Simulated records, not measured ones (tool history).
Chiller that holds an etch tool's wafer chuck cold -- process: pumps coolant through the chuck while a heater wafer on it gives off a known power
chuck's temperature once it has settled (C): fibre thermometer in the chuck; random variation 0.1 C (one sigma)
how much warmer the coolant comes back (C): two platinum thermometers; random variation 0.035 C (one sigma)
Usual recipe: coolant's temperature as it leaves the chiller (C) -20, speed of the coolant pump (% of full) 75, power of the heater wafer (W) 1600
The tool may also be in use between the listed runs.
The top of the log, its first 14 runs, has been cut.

run,hour,coolant's temperature as it leaves the chiller (C),speed of the coolant pump (% of full),power of the heater wafer (W),hours since the coolant was changed and the channels were flushed,hours since the pump was overhauled,hours since the chiller's thermometer was calibrated,chuck's temperature once it has settled (C),how much warmer the coolant comes back (C)
15,395.8,-20,75,1600,60,1698,493,-4.4,5.75
16,433.5,-20,75,1600,97,1736,531,-4.4,5.74
17,468.3,-20,75,1600,132,1770,566,-4.4,5.87
18,506.0,-28,85,1583,170,1808,603,-13.7,5.14
19,533.8,-28,85,1583,198,1836,631,-13.6,5.13
20,559.0,-13,75,2284,223,1861,656,9.4,8.28
21,590.6,-20,75,1889,254,1893,688,-1.5,6.86
22,608.3,-11,84,2080,272,1910,706,7.9,6.81
23,632.5,-16,81,1442,296,1935,730,-2.7,5.00
24,668.1,-12,91,2334,332,1970,765,8.3,7.12
25,701.9,-12,92,1146,366,2004,799,-2.1,3.64
26,725.0,-13,92,979,389,2027,822,-4.6,3.12
27,743.1,-13,92,979,407,2045,841,-4.5,3.16
28,770.7,-13,92,816,434,2073,868,-5.9,2.71
29,788.8,-13,92,816,453,2091,886,-6.0,2.75
30,816.1,-13,92,816,480,2118,914,-5.9,2.72
31,839.6,-22,75,1600,503,2142,937,-6.4,6.02
32,878.9,-22,75,1600,543,2181,976,-6.5,6.09

Each row is a separate what-if for the run after 32, all from the same tool condition, not one after another. Results?
A,913.2,-14,92,1600,577,2215,1011,?,?
B,913.2,-22,80,1600,577,2215,1011,?,?
C,913.2,-18,93,916,577,2215,1011,?,?

run,chuck's temperature once it has settled (C),how much warmer the coolant comes back (C)
A,-0.1,5.17
B,-7.1,5.76
C,-10.4,3.07
Stripped of hidden state, with their random variation kept, the same runs would have yielded:
run,chuck's temperature once it has settled (C),how much warmer the coolant comes back (C)
A,-0.1,4.74
B,-7.1,5.33
C,-10.4,2.64

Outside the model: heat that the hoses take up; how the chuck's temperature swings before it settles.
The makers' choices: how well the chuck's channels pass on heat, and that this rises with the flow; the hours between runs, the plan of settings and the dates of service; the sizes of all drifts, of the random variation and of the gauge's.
